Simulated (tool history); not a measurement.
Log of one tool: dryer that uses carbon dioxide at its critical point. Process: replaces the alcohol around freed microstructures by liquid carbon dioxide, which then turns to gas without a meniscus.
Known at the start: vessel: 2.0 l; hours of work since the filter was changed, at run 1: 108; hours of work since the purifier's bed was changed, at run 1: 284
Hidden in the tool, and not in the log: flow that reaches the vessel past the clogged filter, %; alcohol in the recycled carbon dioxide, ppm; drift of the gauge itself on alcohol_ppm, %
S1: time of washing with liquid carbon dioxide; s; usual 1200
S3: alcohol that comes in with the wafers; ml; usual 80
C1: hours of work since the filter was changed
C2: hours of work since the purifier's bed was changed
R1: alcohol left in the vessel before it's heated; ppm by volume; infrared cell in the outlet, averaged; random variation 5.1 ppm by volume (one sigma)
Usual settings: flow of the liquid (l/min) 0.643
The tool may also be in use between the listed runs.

{"run": 1, "hour": 0.0, "S1": 1200, "flow of the liquid (l/min)": 0.643, "S3": 80, "C1": 108, "C2": 284, "R1": 131}
{"run": 2, "hour": 71.5, "S1": 1200, "flow of the liquid (l/min)": 0.643, "S3": 80, "C1": 150, "C2": 326, "R1": 142}
{"run": 3, "hour": 119.5, "S1": 1200, "flow of the liquid (l/min)": 0.643, "S3": 80, "C1": 178, "C2": 354, "R1": 154}
{"run": 4, "hour": 182.7, "S1": 1500, "flow of the liquid (l/min)": 0.643, "S3": 80, "C1": 214, "C2": 390, "R1": 91}
{"run": 5, "hour": 240.3, "S1": 1500, "flow of the liquid (l/min)": 0.643, "S3": 80, "C1": 248, "C2": 424, "R1": 94}
{"run": 6, "hour": 269.9, "S1": 1500, "flow of the liquid (l/min)": 0.643, "S3": 80, "C1": 265, "C2": 441, "R1": 96}
{"run": 7, "hour": 339.9, "S1": 1680, "flow of the liquid (l/min)": 0.49, "S3": 32, "C1": 306, "C2": 482, "R1": 113}
{"run": 8, "hour": 410.4, "S1": 1680, "flow of the liquid (l/min)": 0.49, "S3": 32, "C1": 347, "C2": 523, "R1": 120}
{"run": 9, "hour": 465.9, "S1": 1680, "flow of the liquid (l/min)": 0.49, "S3": 32, "C1": 379, "C2": 555, "R1": 129}
{"run": 10, "hour": 508.0, "S1": 1200, "flow of the liquid (l/min)": 0.643, "S3": 36, "C1": 403, "C2": 579, "R1": 149}
{"run": 11, "hour": 550.1, "S1": 780, "flow of the liquid (l/min)": 0.849, "S3": 54, "C1": 428, "C2": 604, "R1": 269}

Hidden state or all else? Some run-to-run changes of R1, split into what the settings, what came in and random variation would give without the hidden state, and what is left for the hidden state (with any gauge scatter that isn't in both results):
Run 10 -> 11: S1 1200 -> 780, flow of the liquid (l/min) 0.643 -> 0.849, S3 36 -> 54. R1 +120 ppm by volume: hidden state +50, all else +70.
